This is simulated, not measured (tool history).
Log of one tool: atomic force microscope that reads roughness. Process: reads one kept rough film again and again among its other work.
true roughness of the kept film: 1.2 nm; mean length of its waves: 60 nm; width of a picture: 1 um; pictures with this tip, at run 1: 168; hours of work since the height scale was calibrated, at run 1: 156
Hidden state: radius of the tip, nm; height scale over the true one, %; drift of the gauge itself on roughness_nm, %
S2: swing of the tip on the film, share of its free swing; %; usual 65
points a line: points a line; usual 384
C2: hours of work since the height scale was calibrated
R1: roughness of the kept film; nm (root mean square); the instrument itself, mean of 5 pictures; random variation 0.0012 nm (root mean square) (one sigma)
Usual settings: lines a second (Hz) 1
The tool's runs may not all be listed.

Run 1, day 0: usual settings; pictures with this tip 168; C2 156. Result: R1 1.136 nm (root mean square).
Run 2, day 0.525: usual settings; pictures with this tip 176; C2 161. Result: R1 1.134 nm (root mean square).
Run 3, day 1.075: usual settings but lines a second (Hz) 1.86; pictures with this tip 186; C2 166. Result: R1 1.107 nm (root mean square).
Run 4, day 1.55: usual settings but lines a second (Hz) 1.88; pictures with this tip 194; C2 171. Result: R1 1.104 nm (root mean square).
Run 5, day 2.138: usual settings but lines a second (Hz) 1.88; pictures with this tip 203; C2 177. Result: R1 1.102 nm (root mean square).
Run 6, day 2.529: usual settings but lines a second (Hz) 1.88; pictures with this tip 210; C2 180. Result: R1 1.102 nm (root mean square).
Run 7, day 2.929: usual settings but lines a second (Hz) 1.88; pictures with this tip 217; C2 184. Result: R1 1.099 nm (root mean square).
At day 3.208: new tip fitted.
Run 8, day 3.283: usual settings but lines a second (Hz) 1.88; pictures with this tip 1; C2 188. Result: R1 1.131 nm (root mean square).
Run 9, day 3.6: usual settings but lines a second (Hz) 1.88; pictures with this tip 7; C2 191. Result: R1 1.13 nm (root mean square).
Run 10, day 4.071: usual settings but lines a second (Hz) 1.88; pictures with this tip 15; C2 195. Result: R1 1.128 nm (root mean square).
Run 11, day 4.6: usual settings but S2 69 %; pictures with this tip 23; C2 200. Result: R1 1.146 nm (root mean square).
Run 12, day 5.154: usual settings but S2 69 %; pictures with this tip 33; C2 206. Result: R1 1.146 nm (root mean square).
Run 13, day 5.446: usual settings but S2 69 %; pictures with this tip 38; C2 209. Result: R1 1.145 nm (root mean square).
Run 14, day 5.946: usual settings but S2 69 %; pictures with this tip 46; C2 214. Result: R1 1.143 nm (root mean square).
Run 15, day 6.425: usual settings but S2 69 %; pictures with this tip 54; C2 218. Result: R1 1.142 nm (root mean square).
Run 16, day 6.683: usual settings but S2 69 %; pictures with this tip 58; C2 221. Result: R1 1.143 nm (root mean square).
Run 17, day 7.1: usual settings but S2 69 %; pictures with this tip 65; C2 225. Result: R1 1.142 nm (root mean square).
Run 18, day 7.583: usual settings but S2 69 %; pictures with this tip 73; C2 230. Result: R1 1.139 nm (root mean square).
Run 19, day 8.154: usual settings but points a line 474; pictures with this tip 83; C2 235. Result: R1 1.148 nm (root mean square).
Run 20, day 8.475: usual settings but points a line 474; pictures with this tip 88; C2 238. Result: R1 1.147 nm (root mean square).
Run 21, day 9.054: usual settings; pictures with this tip 98; C2 244. Result: R1 1.146 nm (root mean square).
Run 22, day 9.588: usual settings; pictures with this tip 107; C2 249. Result: R1 1.145 nm (root mean square).
Run 23, day 9.879: usual settings; pictures with this tip 112; C2 252. Result: R1 1.143 nm (root mean square).
Run 24, day 10.292: usual settings; pictures with this tip 119; C2 256. Result: R1 1.143 nm (root mean square).
Run 25, day 10.542: usual settings but lines a second (Hz) 2.97, points a line 614; pictures with this tip 123; C2 258. Result: R1 1.084 nm (root mean square).
Run 26, day 10.983: usual settings but S2 80 %; pictures with this tip 131; C2 263. Result: R1 1.102 nm (root mean square).
Run 27, day 11.25: usual settings but S2 80 %; pictures with this tip 135; C2 265. Result: R1 1.103 nm (root mean square).
Run 28, day 11.721: usual settings but lines a second (Hz) 2.07, S2 81 %, points a line 692; pictures with this tip 143; C2 270. Result: R1 1.025 nm (root mean square).
Run 29, day 12.154: usual settings but lines a second (Hz) 2.07, S2 81 %, points a line 692; pictures with this tip 150; C2 274. Result: R1 1.024 nm (root mean square).
Run 30, day 12.692: usual settings but lines a second (Hz) 2.07, S2 81 %, points a line 692; pictures with this tip 159; C2 279. Result: R1 1.024 nm (root mean square).
Run 31, day 13.204: usual settings but lines a second (Hz) 0.72, S2 63 %; pictures with this tip 168; C2 284. Result: R1 1.149 nm (root mean square).
Run 32, day 13.642: usual settings but lines a second (Hz) 1.42, S2 75 %; pictures with this tip 175; C2 289. Result: R1 1.089 nm (root mean square).
Run 33, day 13.938: usual settings but S2 66 %; pictures with this tip 180; C2 291. Result: R1 1.133 nm (root mean square).
Run 34, day 14.208: usual settings but lines a second (Hz) 3.64, S2 86 %, points a line 719; pictures with this tip 185; C2 294. Result: R1 0.883 nm (root mean square).
Run 35, day 14.583: usual settings but lines a second (Hz) 3.64, S2 86 %, points a line 719; pictures with this tip 191; C2 298. Result: R1 0.88 nm (root mean square).
Run 36, day 14.942: usual settings but lines a second (Hz) 0.61, S2 83 %, points a line 971; pictures with this tip 197; C2 301. Result: R1 1.115 nm (root mean square).
Run 37, day 15.333: usual settings but lines a second (Hz) 1.47, S2 84 %, points a line 607; pictures with this tip 204; C2 305. Result: R1 1.042 nm (root mean square).
Run 38, day 15.612: usual settings but lines a second (Hz) 3.58, S2 73 %; pictures with this tip 208; C2 308. Result: R1 1 nm (root mean square).
Run 39, day 16.054: usual settings but lines a second (Hz) 1.39, S2 63 %, points a line 438; pictures with this tip 216; C2 312. Result: R1 1.122 nm (root mean square).
At day 16.367: new tip fitted.
Run 40, day 16.371: usual settings but lines a second (Hz) 3.93, points a line 363; pictures with this tip 0; C2 315. Result: R1 1.072 nm (root mean square).
Run 41, day 16.688: usual settings but lines a second (Hz) 0.66, points a line 999; pictures with this tip 5; C2 318. Result: R1 1.173 nm (root mean square).
Run 42, day 17.142: usual settings but lines a second (Hz) 0.66, points a line 999; pictures with this tip 13; C2 323. Result: R1 1.17 nm (root mean square).
Run 43, day 17.45: usual settings but lines a second (Hz) 1.22, S2 62 %; pictures with this tip 18; C2 326. Result: R1 1.157 nm (root mean square).
Run 44, day 17.704: usual settings but lines a second (Hz) 0.71, S2 62 %, points a line 848; pictures with this tip 22; C2 328. Result: R1 1.172 nm (root mean square).

5 ways to go on from here, each from the tool as it stands after run 44. What would each give?
Run A, day 18.188: usual settings but lines a second (Hz) 0.55, S2 79 %, points a line 269; pictures with this tip 30; C2 333. Result: R1 ?.
Run B, day 18.188: usual settings but lines a second (Hz) 1.46, points a line 741; pictures with this tip 30; C2 333. Result: R1 ?.
Run C, day 18.188: usual settings but lines a second (Hz) 0.71, S2 62 %, points a line 625; pictures with this tip 30; C2 333. Result: R1 ?.
Run D, day 18.188: usual settings but lines a second (Hz) 2, S2 78 %, points a line 260; pictures with this tip 30; C2 333. Result: R1 ?.
Run E, day 18.188: usual settings but lines a second (Hz) 2.16, S2 61 %, points a line 848; pictures with this tip 30; C2 333. Result: R1 ?.

run     R1
  A   1.15
  B  1.143
  C  1.173
  D  1.061
  E  1.136
Without the tool's hidden state the same runs would have given:
run     R1
  A  1.149
  B  1.143
  C  1.172
  D  1.061
  E  1.135

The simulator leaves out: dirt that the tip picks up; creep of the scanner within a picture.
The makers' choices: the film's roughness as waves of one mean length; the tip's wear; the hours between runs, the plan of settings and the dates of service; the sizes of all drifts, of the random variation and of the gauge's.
